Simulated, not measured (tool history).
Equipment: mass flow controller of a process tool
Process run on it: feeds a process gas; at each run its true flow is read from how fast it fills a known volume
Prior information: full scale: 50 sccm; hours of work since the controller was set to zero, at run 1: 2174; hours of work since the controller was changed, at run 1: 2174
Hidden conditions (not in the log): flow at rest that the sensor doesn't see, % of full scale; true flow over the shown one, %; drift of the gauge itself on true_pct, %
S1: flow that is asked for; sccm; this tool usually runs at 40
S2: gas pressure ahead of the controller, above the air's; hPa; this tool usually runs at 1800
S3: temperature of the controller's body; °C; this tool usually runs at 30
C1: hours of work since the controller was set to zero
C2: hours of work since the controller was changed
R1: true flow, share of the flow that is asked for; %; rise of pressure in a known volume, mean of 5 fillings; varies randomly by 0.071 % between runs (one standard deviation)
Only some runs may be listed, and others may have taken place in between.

run	hour	S1	S2	S3	C1	C2	R1
1	0.0	40	1800	30	2174	2174	99.01
2	129.7	40	1800	30	2222	2222	98.95
3	373.4	40	1800	30	2312	2312	98.87
4	584.7	40	1800	30	2390	2390	98.96
5	825.8	40	1640	30	2479	2479	98.99
6	1054.9	40	1800	30	2564	2564	98.78
7	1244.8	40	1800	30	2634	2634	98.79
8	1371.7	40	1800	30	2681	2681	98.61
9	1620.6	40	1800	30	2773	2773	98.64
10	1742.2	40	1800	30	2818	2818	98.72
11	1959.9	7	1800	38	2898	2898	100.62
12	2128.5	9	2230	30	2961	2961	98.91
13	2309.1	10	1970	25	3027	3027	98.35
14	2486.8	10	1970	25	3093	3093	98.26
15	2664.6	10	1970	25	3159	3159	98.44
16	2868.7	40	2160	35	3234	3234	98.58
17	2983.8	37	1900	29	3277	3277	98.18
18	3233.6	40	1420	30	3369	3369	98.43
19	3369.9	17	2670	30	3419	3419	97.78

Predict each of these 3 candidate next runs independently; none follows another, all start after run 19:
A	3546.3	26	2670	30	3484	3484	?
B	3546.3	6	1960	22	3484	3484	?
C	3546.3	40	1940	30	3484	3484	?

run	R1
A	97.58
B	99.84
C	98.28
What these runs would have given with no unlogged condition in the tool:
run	R1
A	98.97
B	97.53
C	100.06
